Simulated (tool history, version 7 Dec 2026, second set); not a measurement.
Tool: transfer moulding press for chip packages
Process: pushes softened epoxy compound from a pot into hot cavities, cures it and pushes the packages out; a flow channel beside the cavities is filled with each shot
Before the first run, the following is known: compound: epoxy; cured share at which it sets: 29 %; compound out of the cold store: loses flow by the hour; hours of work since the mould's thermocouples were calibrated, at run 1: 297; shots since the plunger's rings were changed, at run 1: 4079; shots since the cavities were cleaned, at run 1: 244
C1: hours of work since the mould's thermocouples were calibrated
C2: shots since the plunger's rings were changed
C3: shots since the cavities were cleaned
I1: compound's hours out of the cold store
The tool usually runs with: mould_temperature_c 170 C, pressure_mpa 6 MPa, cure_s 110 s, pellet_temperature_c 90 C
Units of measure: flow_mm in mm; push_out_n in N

{"run": 1, "hour": 0.0, "mould_temperature_c": 170, "pressure_mpa": 6, "cure_s": 110, "pellet_temperature_c": 90, "C1": 297, "C2": 4079, "C3": 244, "I1": 19.3, "flow_mm": 973, "push_out_n": 682}
{"run": 2, "hour": 9.8, "mould_temperature_c": 170, "pressure_mpa": 6, "cure_s": 110, "pellet_temperature_c": 90, "C1": 301, "C2": 4153, "C3": 318, "I1": 14.2, "flow_mm": 992, "push_out_n": 701}
{"run": 3, "hour": 22.9, "mould_temperature_c": 170, "pressure_mpa": 6.42, "cure_s": 110, "pellet_temperature_c": 90, "C1": 307, "C2": 4253, "C3": 418, "I1": 42.1, "flow_mm": 898, "push_out_n": 698}
{"run": 4, "hour": 35.5, "mould_temperature_c": 170, "pressure_mpa": 6.42, "cure_s": 110, "pellet_temperature_c": 90, "C1": 313, "C2": 4348, "C3": 513, "I1": 15.3, "flow_mm": 1013, "push_out_n": 809}
{"run": 5, "hour": 47.8, "mould_temperature_c": 170, "pressure_mpa": 6.42, "cure_s": 110, "pellet_temperature_c": 90, "C1": 319, "C2": 4441, "C3": 606, "I1": 20.9, "flow_mm": 998, "push_out_n": 822}
{"run": 6, "hour": 55.2, "mould_temperature_c": 170, "pressure_mpa": 6.42, "cure_s": 110, "pellet_temperature_c": 90, "C1": 322, "C2": 4498, "C3": 663, "I1": 43.2, "flow_mm": 898, "push_out_n": 797}
{"run": 7, "hour": 68.8, "mould_temperature_c": 170, "pressure_mpa": 6.42, "cure_s": 110, "pellet_temperature_c": 90, "C1": 328, "C2": 4601, "C3": 766, "I1": 39, "flow_mm": 910, "push_out_n": 828}
{"hour": 73.2, "done": "cavities cleaned with cleaning compound and waxed"}
{"run": 8, "hour": 83.7, "mould_temperature_c": 170, "pressure_mpa": 6.42, "cure_s": 110, "pellet_temperature_c": 90, "C1": 334, "C2": 4702, "C3": 80, "I1": 28, "flow_mm": 951, "push_out_n": 924}
{"run": 9, "hour": 90.7, "mould_temperature_c": 170, "pressure_mpa": 6.42, "cure_s": 135, "pellet_temperature_c": 90, "C1": 337, "C2": 4755, "C3": 133, "I1": 23.1, "flow_mm": 976, "push_out_n": 782}
{"run": 10, "hour": 104.3, "mould_temperature_c": 170, "pressure_mpa": 6, "cure_s": 110, "pellet_temperature_c": 95, "C1": 343, "C2": 4858, "C3": 236, "I1": 8.7, "flow_mm": 1002, "push_out_n": 964}
{"hour": 118.9, "done": "cavities cleaned with cleaning compound and waxed, once more"}
{"run": 11, "hour": 119.3, "mould_temperature_c": 170, "pressure_mpa": 6, "cure_s": 110, "pellet_temperature_c": 95, "C1": 350, "C2": 4961, "C3": 4, "I1": 8.7, "flow_mm": 1014, "push_out_n": 535}
{"hour": 127.8, "done": "mould's thermocouples calibrated"}
{"run": 12, "hour": 129.4, "mould_temperature_c": 170, "pressure_mpa": 6, "cure_s": 110, "pellet_temperature_c": 95, "C1": 1, "C2": 5022, "C3": 65, "I1": 10.8, "flow_mm": 1008, "push_out_n": 593}
{"run": 13, "hour": 141.6, "mould_temperature_c": 170, "pressure_mpa": 6, "cure_s": 110, "pellet_temperature_c": 95, "C1": 6, "C2": 5115, "C3": 158, "I1": 33.9, "flow_mm": 893, "push_out_n": 644}
{"run": 14, "hour": 152.0, "mould_temperature_c": 170, "pressure_mpa": 6, "cure_s": 110, "pellet_temperature_c": 95, "C1": 11, "C2": 5194, "C3": 237, "I1": 16.9, "flow_mm": 978, "push_out_n": 727}
{"run": 15, "hour": 161.8, "mould_temperature_c": 170, "pressure_mpa": 5.46, "cure_s": 110, "pellet_temperature_c": 95, "C1": 15, "C2": 5268, "C3": 311, "I1": 22.1, "flow_mm": 910, "push_out_n": 736}
{"run": 16, "hour": 176.3, "mould_temperature_c": 170, "pressure_mpa": 5.46, "cure_s": 110, "pellet_temperature_c": 95, "C1": 22, "C2": 5378, "C3": 421, "I1": 41.4, "flow_mm": 830, "push_out_n": 762}
{"run": 17, "hour": 190.9, "mould_temperature_c": 170, "pressure_mpa": 5.46, "cure_s": 110, "pellet_temperature_c": 95, "C1": 28, "C2": 5489, "C3": 532, "I1": 32.1, "flow_mm": 860, "push_out_n": 793}
{"run": 18, "hour": 200.3, "mould_temperature_c": 170, "pressure_mpa": 5.05, "cure_s": 110, "pellet_temperature_c": 93, "C1": 33, "C2": 5560, "C3": 603, "I1": 27, "flow_mm": 840, "push_out_n": 815}
{"run": 19, "hour": 210.8, "mould_temperature_c": 170, "pressure_mpa": 5.05, "cure_s": 145, "pellet_temperature_c": 82, "C1": 37, "C2": 5639, "C3": 682, "I1": 34, "flow_mm": 825, "push_out_n": 678}
{"run": 20, "hour": 219.1, "mould_temperature_c": 170, "pressure_mpa": 5.05, "cure_s": 145, "pellet_temperature_c": 82, "C1": 41, "C2": 5703, "C3": 746, "I1": 33.9, "flow_mm": 814, "push_out_n": 700}
{"hour": 226.9, "done": "cavities cleaned with cleaning compound and waxed"}
{"run": 21, "hour": 233.2, "mould_temperature_c": 170, "pressure_mpa": 6.77, "cure_s": 110, "pellet_temperature_c": 97, "C1": 47, "C2": 5798, "C3": 48, "I1": 19.2, "flow_mm": 1016, "push_out_n": 569}
{"run": 22, "hour": 241.2, "mould_temperature_c": 170, "pressure_mpa": 4.7, "cure_s": 120, "pellet_temperature_c": 89, "C1": 50, "C2": 5858, "C3": 108, "I1": 19.3, "flow_mm": 850, "push_out_n": 564}
{"run": 23, "hour": 252.2, "mould_temperature_c": 168, "pressure_mpa": 6.66, "cure_s": 105, "pellet_temperature_c": 85, "C1": 55, "C2": 5942, "C3": 192, "I1": 11.8, "flow_mm": 1043, "push_out_n": 899}
{"run": 24, "hour": 259.1, "mould_temperature_c": 175, "pressure_mpa": 5.85, "cure_s": 105, "pellet_temperature_c": 85, "C1": 59, "C2": 5994, "C3": 244, "I1": 12, "flow_mm": 945, "push_out_n": 573}
{"run": 25, "hour": 268.9, "mould_temperature_c": 170, "pressure_mpa": 5.51, "cure_s": 110, "pellet_temperature_c": 97, "C1": 63, "C2": 6069, "C3": 319, "I1": 35.8, "flow_mm": 839, "push_out_n": 712}
{"run": 26, "hour": 275.2, "mould_temperature_c": 176, "pressure_mpa": 7.24, "cure_s": 110, "pellet_temperature_c": 90, "C1": 66, "C2": 6117, "C3": 367, "I1": 44.8, "flow_mm": 903, "push_out_n": 608}
{"run": 27, "hour": 282.1, "mould_temperature_c": 176, "pressure_mpa": 6.57, "cure_s": 110, "pellet_temperature_c": 90, "C1": 69, "C2": 6169, "C3": 419, "I1": 8.7, "flow_mm": 1008, "push_out_n": 638}
{"run": 28, "hour": 292.3, "mould_temperature_c": 176, "pressure_mpa": 5.71, "cure_s": 110, "pellet_temperature_c": 92, "C1": 74, "C2": 6246, "C3": 496, "I1": 31.1, "flow_mm": 853, "push_out_n": 646}
{"run": 29, "hour": 305.1, "mould_temperature_c": 176, "pressure_mpa": 5.71, "cure_s": 110, "pellet_temperature_c": 92, "C1": 79, "C2": 6343, "C3": 593, "I1": 11, "flow_mm": 927, "push_out_n": 689}

3 options for the next run, each taken on its own from the tool as it stands now. Forecast them:
{"run": "A", "hour": 316.6, "mould_temperature_c": 175, "pressure_mpa": 6.17, "cure_s": 105, "pellet_temperature_c": 92, "C1": 85, "C2": 6431, "C3": 681, "I1": 34.3, "flow_mm": "?", "push_out_n": "?"}
{"run": "B", "hour": 316.6, "mould_temperature_c": 178, "pressure_mpa": 7.31, "cure_s": 110, "pellet_temperature_c": 84, "C1": 85, "C2": 6431, "C3": 681, "I1": 46.1, "flow_mm": "?", "push_out_n": "?"}
{"run": "C", "hour": 316.6, "mould_temperature_c": 170, "pressure_mpa": 7.45, "cure_s": 110, "pellet_temperature_c": 93, "C1": 85, "C2": 6431, "C3": 681, "I1": 10.8, "flow_mm": "?", "push_out_n": "?"}

run=A flow_mm=872 push_out_n=709
run=B flow_mm=889 push_out_n=674
run=C flow_mm=1095 push_out_n=868
With the hidden condition removed and each run's random variation left untouched, the same runs would have given:
run=A flow_mm=925 push_out_n=439
run=B flow_mm=943 push_out_n=419
run=C flow_mm=1161 push_out_n=539
